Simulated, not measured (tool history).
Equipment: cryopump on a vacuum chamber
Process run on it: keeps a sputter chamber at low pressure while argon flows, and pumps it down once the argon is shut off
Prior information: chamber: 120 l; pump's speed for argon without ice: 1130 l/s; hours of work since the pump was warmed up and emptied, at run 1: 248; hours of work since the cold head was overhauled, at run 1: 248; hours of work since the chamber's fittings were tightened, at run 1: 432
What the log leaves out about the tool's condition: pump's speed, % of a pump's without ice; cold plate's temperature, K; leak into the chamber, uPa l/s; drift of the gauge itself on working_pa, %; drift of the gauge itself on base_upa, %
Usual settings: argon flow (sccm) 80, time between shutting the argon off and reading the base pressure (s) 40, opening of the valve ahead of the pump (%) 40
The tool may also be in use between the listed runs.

run     day  argon flow (sccm)  time between shutting the argon off and reading the base pressure (s)  opening of the valve ahead of the pump (%)  hours of work since the pump was warmed up and emptied  hours of work since the cold head was overhauled  hours of work since the chamber's fittings were tightened  pressure while argon flows (Pa)  pressure after the wait (uPa)
  1   0.000                 80                                                                     40                                          40                                                     248                                               248                                                        432                           0.3297                           3.72
  2   0.758                 80                                                                     40                                          40                                                     262                                               262                                                        447                           0.3303                           3.62
  3   1.717                 80                                                                     40                                          40                                                     280                                               280                                                        465                           0.3295                           3.62
  4   2.538                 80                                                                     40                                          25                                                     296                                               296                                                        480                           0.5142                           3.76
  5   3.308                 80                                                                     40                                          25                                                     310                                               310                                                        495                           0.5144                           3.69
  6   3.992                 80                                                                     40                                          25                                                     323                                               323                                                        508                           0.5159                           3.81
  7   4.417                 80                                                                     40                                          40                                                     331                                               331                                                        515                           0.3374                           3.78
  8   5.229                 80                                                                     40                                          40                                                     346                                               346                                                        531                           0.3417                           3.67
  9   5.771                 80                                                                     40                                          40                                                     357                                               357                                                        541                           0.3451                           3.85
 10   6.542                 80                                                                     40                                          40                                                     371                                               371                                                        555                           0.3462                           3.84
 11   7.400                 80                                                                     40                                          40                                                     387                                               387                                                        572                           0.3490                           3.95
 12   7.958                 80                                                                     40                                          40                                                     398                                               398                                                        582                           0.3500                           3.82
 13   8.658                 60                                                                     40                                          40                                                     411                                               411                                                        595                           0.2654                           3.84
 14   9.254                 80                                                                     48                                          40                                                     422                                               422                                                        606                           0.3567                           3.32
 15  10.125                 80                                                                     48                                          40                                                     438                                               438                                                        623                           0.3575                           3.50
     10.746  -- pump warmed up, emptied and cooled again
 16  11.204                 80                                                                     40                                          40                                                       9                                               455                                                        639                           0.3014                           3.54
 17  12.062                 80                                                                     40                                          40                                                      25                                               471                                                        655                           0.3027                           3.65
 18  12.688                 80                                                                     40                                          40                                                      37                                               483                                                        667                           0.3037                           3.70
 19  13.354                126                                                                    101                                          22                                                      49                                               495                                                        680                           0.8659                           1.90
 20  14.121                126                                                                    101                                          15                                                      63                                               510                                                        694                           1.2742                           1.91
 21  14.600                 33                                                                    111                                          40                                                      72                                               519                                                        703                           0.1266                           1.85
 22  15.604                 80                                                                     47                                          21                                                      91                                               538                                                        722                           0.5774                           3.24
 23  16.617                 41                                                                     42                                          36                                                     110                                               557                                                        741                           0.1763                           3.61
 24  17.412                 86                                                                    221                                          29                                                     125                                               572                                                        756                           0.4549                           1.39
 25  18.133                 86                                                                    221                                          29                                                     139                                               585                                                        769                           0.4587                           1.30
 26  19.075                 86                                                                    221                                          29                                                     157                                               603                                                        787                           0.4635                           1.41
 27  19.892                 86                                                                    221                                          29                                                     172                                               618                                                        802                           0.4634                           1.33
 28  20.712                 86                                                                    221                                          29                                                     187                                               634                                                        818                           0.4700                           1.41
 29  21.592                 80                                                                     42                                          19                                                     204                                               650                                                        834                           0.6519                           3.74
 30  22.550                 41                                                                     85                                          50                                                     222                                               668                                                        852                           0.1355                           2.27
 31  23.554                 40                                                                    102                                          16                                                     241                                               687                                                        871                           0.3894                           2.13
 32  24.421                 43                                                                     47                                          16                                                     257                                               703                                                        888                           0.4180                           3.62
 33  24.862                 43                                                                    197                                          35                                                     265                                               712                                                        896                           0.2015                           1.60
 34  25.575                 43                                                                     86                                          45                                                     279                                               725                                                        909                           0.1617                           2.39

Below, some changes in pressure while argon flows (Pa) between adjacent runs. For each, the amount present without the hidden state too (settings, incoming material, random variation) and the amount remaining for the hidden state with gauge scatter not shared by both compared results:
Run 12 -> 13: argon flow (sccm) 80 -> 60. pressure while argon flows (Pa) -0.0846: hidden state -0.0111, all else -0.0735.
Run 13 -> 14: argon flow (sccm) 60 -> 80, time between shutting the argon off and reading the base pressure (s) 40 -> 48. pressure while argon flows (Pa) +0.0913: hidden state +0.0162, all else +0.0751.
Run 15 -> 16: time between shutting the argon off and reading the base pressure (s) 48 -> 40, pump warmed up, emptied and cooled again. pressure while argon flows (Pa) -0.0561: hidden state -0.0580, all else +0.0019.
Run 18 -> 19: argon flow (sccm) 80 -> 126, time between shutting the argon off and reading the base pressure (s) 40 -> 101, opening of the valve ahead of the pump (%) 40 -> 22. pressure while argon flows (Pa) +0.5622: hidden state +0.0051, all else +0.5571.
Run 20 -> 21: argon flow (sccm) 126 -> 33, time between shutting the argon off and reading the base pressure (s) 101 -> 111, opening of the valve ahead of the pump (%) 15 -> 40. pressure while argon flows (Pa) -1.1476: hidden state -0.0088, all else -1.1388.
Run 29 -> 30: argon flow (sccm) 80 -> 41, time between shutting the argon off and reading the base pressure (s) 42 -> 85, opening of the valve ahead of the pump (%) 19 -> 50. pressure while argon flows (Pa) -0.5164: hidden state -0.0108, all else -0.5056.
